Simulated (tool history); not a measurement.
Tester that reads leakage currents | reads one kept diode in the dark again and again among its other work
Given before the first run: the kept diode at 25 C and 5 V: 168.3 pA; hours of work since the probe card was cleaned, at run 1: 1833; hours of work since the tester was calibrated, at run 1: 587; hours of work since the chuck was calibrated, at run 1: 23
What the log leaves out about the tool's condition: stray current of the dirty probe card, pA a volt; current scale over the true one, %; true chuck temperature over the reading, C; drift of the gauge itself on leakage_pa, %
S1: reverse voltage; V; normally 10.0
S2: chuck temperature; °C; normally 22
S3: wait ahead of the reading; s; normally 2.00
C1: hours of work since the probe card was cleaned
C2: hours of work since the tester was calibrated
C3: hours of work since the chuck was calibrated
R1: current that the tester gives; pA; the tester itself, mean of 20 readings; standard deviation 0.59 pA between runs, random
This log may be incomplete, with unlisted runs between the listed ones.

Run 1, day 0.000: usual settings; C1 1833; C2 587; C3 23. Result: R1 210.36 pA.
Run 2, day 1.321: usual settings but S3 0.39 s; C1 1854; C2 608; C3 44. Result: R1 218.21 pA.
Run 3, day 2.200: usual settings; C1 1868; C2 622; C3 58. Result: R1 213.02 pA.
Run 4, day 3.512: usual settings but S2 38 °C; C1 1889; C2 643; C3 80. Result: R1 705.94 pA.
Run 5, day 4.254: usual settings but S1 2.2 V; C1 1901; C2 655; C3 91. Result: R1 89.06 pA.
Run 6, day 5.796: usual settings but S1 2.2 V; C1 1926; C2 680; C3 116. Result: R1 89.40 pA.
At day 6.025: chuck's temperature calibrated.
Run 7, day 6.708: usual settings but S1 2.2 V; C1 1939; C2 693; C3 11. Result: R1 90.70 pA.
Run 8, day 7.988: usual settings but S3 2.93 s; C1 1959; C2 713; C3 31. Result: R1 219.62 pA.
Run 9, day 8.683: usual settings but S1 3.2 V, S3 0.79 s; C1 1970; C2 724; C3 43. Result: R1 113.72 pA.
Run 10, day 9.746: usual settings but S1 3.2 V, S3 0.79 s; C1 1988; C2 742; C3 60. Result: R1 114.37 pA.
At day 11.350: chuck's temperature calibrated, once more.
Run 11, day 11.350: usual settings but S1 3.8 V, S2 47 °C, S3 5.44 s; C1 2012; C2 766; C3 0. Result: R1 767.10 pA.
Run 12, day 12.975: usual settings but S1 1.3 V, S2 23 °C, S3 3.80 s; C1 2038; C2 792; C3 26. Result: R1 69.91 pA.
Run 13, day 14.633: usual settings but S1 6.7 V, S2 23 °C, S3 3.80 s; C1 2065; C2 819; C3 53. Result: R1 181.50 pA.
Run 14, day 15.658: usual settings but S1 13.6 V, S2 26 °C, S3 3.80 s; C1 2081; C2 835; C3 69. Result: R1 348.93 pA.
Run 15, day 16.567: usual settings but S1 13.6 V, S2 26 °C, S3 3.80 s; C1 2096; C2 850; C3 84. Result: R1 348.33 pA.

Branching from run 15: 5 alternative next runs. What would each branch give?
Run A, day 17.421: usual settings but S2 20 °C; C1 2109; C2 863; C3 97. Result: R1 ?.
Run B, day 17.421: usual settings but S1 5.2 V, S2 26 °C, S3 9.41 s; C1 2109; C2 863; C3 97. Result: R1 ?.
Run C, day 17.421: usual settings but S1 3.2 V, S3 1.32 s; C1 2109; C2 863; C3 97. Result: R1 ?.
Run D, day 17.421: usual settings but S1 7.7 V, S2 26 °C, S3 3.80 s; C1 2109; C2 863; C3 97. Result: R1 ?.
Run E, day 17.421: usual settings but S1 1.3 V, S2 43 °C, S3 4.75 s; C1 2109; C2 863; C3 97. Result: R1 ?.

run      R1
  A  186.34
  B  199.00
  C  111.96
  D  249.86
  E  322.92
Had the tool no hidden state, the same runs would have come out as:
run      R1
  A  166.00
  B  186.03
  C  104.12
  D  231.76
  E  313.82
